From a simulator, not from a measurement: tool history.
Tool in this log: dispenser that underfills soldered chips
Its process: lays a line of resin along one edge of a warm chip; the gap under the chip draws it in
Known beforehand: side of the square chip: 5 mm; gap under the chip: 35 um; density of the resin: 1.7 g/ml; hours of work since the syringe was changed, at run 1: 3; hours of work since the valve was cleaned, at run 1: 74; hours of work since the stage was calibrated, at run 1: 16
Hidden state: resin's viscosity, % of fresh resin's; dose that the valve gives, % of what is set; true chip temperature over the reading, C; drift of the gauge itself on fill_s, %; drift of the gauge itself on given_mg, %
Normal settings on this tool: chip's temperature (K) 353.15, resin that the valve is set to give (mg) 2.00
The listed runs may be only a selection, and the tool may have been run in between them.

run   hour  chip's temperature (K)  resin that the valve is set to give (mg)  hours of work since the syringe was changed  hours of work since the valve was cleaned  hours of work since the stage was calibrated  time until the resin shows at the far edge (s)  resin that the valve gave (mg)
  1    0.0                  353.15                                      2.00                                            3                                         74                                            16                                            21.8                            1.86
  2    1.9                  353.15                                      2.00                                            5                                         75                                            17                                            24.0                            1.87
       3.9  -- new syringe of resin
  3    6.6                  353.15                                      2.00                                            2                                         78                                            20                                            19.1                            1.88
  4   10.2                  349.15                                      2.00                                            4                                         80                                            23                                            25.0                            1.86
      13.3  -- new syringe of resin
  5   14.5                  353.15                                      2.43                                            1                                         82                                            25                                            18.6                            2.25
  6   16.8                  353.15                                      1.84                                            2                                         84                                            27                                            22.2                            1.72
  7   20.7                  353.15                                      2.00                                            5                                         86                                            29                                            24.2                            1.86
      22.7  -- new syringe of resin
  8   23.0                  353.15                                      1.91                                            0                                         88                                            30                                            18.2                            1.77
  9   24.9                  353.15                                      1.91                                            1                                         89                                            32                                            20.1                            1.76
 10   29.3                  353.15                                      1.91                                            4                                         92                                            34                                            23.9                            1.77
      32.0  -- new syringe of resin
 11   33.7                  353.15                                      1.91                                            1                                         94                                            37                                            19.3                            1.78
      38.2  -- dispensing valve cleaned and set on the balance
 12   38.8                  353.15                                      1.91                                            4                                          0                                            40                                            22.2                            1.90
      42.5  -- new syringe of resin
 13   43.3                  353.15                                      1.91                                            1                                          3                                            42                                            18.3                            1.89
 14   47.8                  353.15                                      1.91                                            3                                          6                                            45                                            22.0                            1.87
      51.8  -- new syringe of resin
 15   52.1                  353.15                                      1.91                                            0                                          8                                            48                                            18.5                            1.88
 16   54.7                  353.15                                      1.91                                            2                                         10                                            49                                            19.9                            1.87
 17   58.3                  353.15                                      1.91                                            4                                         12                                            52                                            23.3                            1.87
      61.0  -- new syringe of resin
 18   62.9                  353.15                                      1.91                                            1                                         15                                            54                                            18.9                            1.87
 19   65.6                  353.15                                      1.91                                            3                                         17                                            56                                            20.4                            1.90
 20   69.0                  344.15                                      2.00                                            5                                         19                                            58                                            31.3                            1.94
      70.4  -- new syringe of resin
 21   73.4                  344.15                                      2.00                                            2                                         22                                            61                                            25.6                            1.96
 22   76.9                  349.15                                      2.41                                            4                                         24                                            63                                            24.1                            2.36
      80.0  -- new syringe of resin
 23   81.6                  349.15                                      1.88                                            1                                         27                                            66                                            21.8                            1.84
 24   85.2                  353.15                                      1.75                                            3                                         29                                            68                                            22.4                            1.69
      89.3  -- new syringe of resin
 25   89.4                  353.15                                      1.75                                            0                                         31                                            71                                            18.4                            1.69
 26   91.4                  353.15                                      2.35                                            1                                         33                                            72                                            18.6                            2.30
 27   95.3                  346.15                                      2.05                                            4                                         35                                            74                                            26.9                            1.98
      98.6  -- new syringe of resin
 28   99.9                  339.15                                      2.28                                            1                                         38                                            77                                            27.7                            2.19
 29  102.9                  361.15                                      2.38                                            3                                         40                                            79                                            16.2                            2.29
 30  104.9                  345.15                                      2.14                                            4                                         41                                            80                                            28.6                            2.04
     108.0  -- new syringe of resin
 31  108.4                  361.15                                      1.78                                            0                                         43                                            82                                            14.7                            1.70
 32  111.8                  354.15                                      2.00                                            2                                         45                                            85                                            19.2                            1.90
 33  114.3                  357.15                                      2.28                                            4                                         47                                            86                                            18.9                            2.19
     117.4  -- new syringe of resin
 34  118.5                  357.15                                      2.28                                            1                                         50                                            89                                            15.8                            2.18
 35  120.7                  364.15                                      1.88                                            2                                         51                                            90                                            15.6                            1.77
 36  123.8                  357.15                                      2.09                                            4                                         53                                            92                                            20.5                            1.97

Had the tool no unlogged condition, and each run kept its random variation, what would the results have been?
run  time until the resin shows at the far edge (s)  resin that the valve gave (mg)
  1                                            17.3                            1.99
  2                                            17.5                            2.00
  3                                            16.8                            2.01
  4                                            19.0                            2.00
  5                                            17.4                            2.42
  6                                            18.7                            1.85
  7                                            17.4                            2.01
  8                                            17.2                            1.91
  9                                            17.6                            1.91
 10                                            17.5                            1.92
 11                                            17.5                            1.93
 12                                            17.6                            1.91
 13                                            17.5                            1.91
 14                                            17.6                            1.89
 15                                            18.0                            1.90
 16                                            17.4                            1.90
 17                                            17.7                            1.90
 18                                            17.5                            1.91
 19                                            17.0                            1.93
 20                                            22.8                            1.99
 21                                            22.3                            2.01
 22                                            18.3                            2.42
 23                                            20.4                            1.90
 24                                            18.1                            1.74
 25                                            18.2                            1.75
 26                                            17.2                            2.38
 27                                            21.1                            2.06
 28                                            25.7                            2.27
 29                                            13.2                            2.39
 30                                            21.7                            2.13
 31                                            14.3                            1.77
 32                                            16.3                            1.99
 33                                            14.6                            2.29
 34                                            14.8                            2.29
 35                                            13.3                            1.87
 36                                            15.6                            2.08
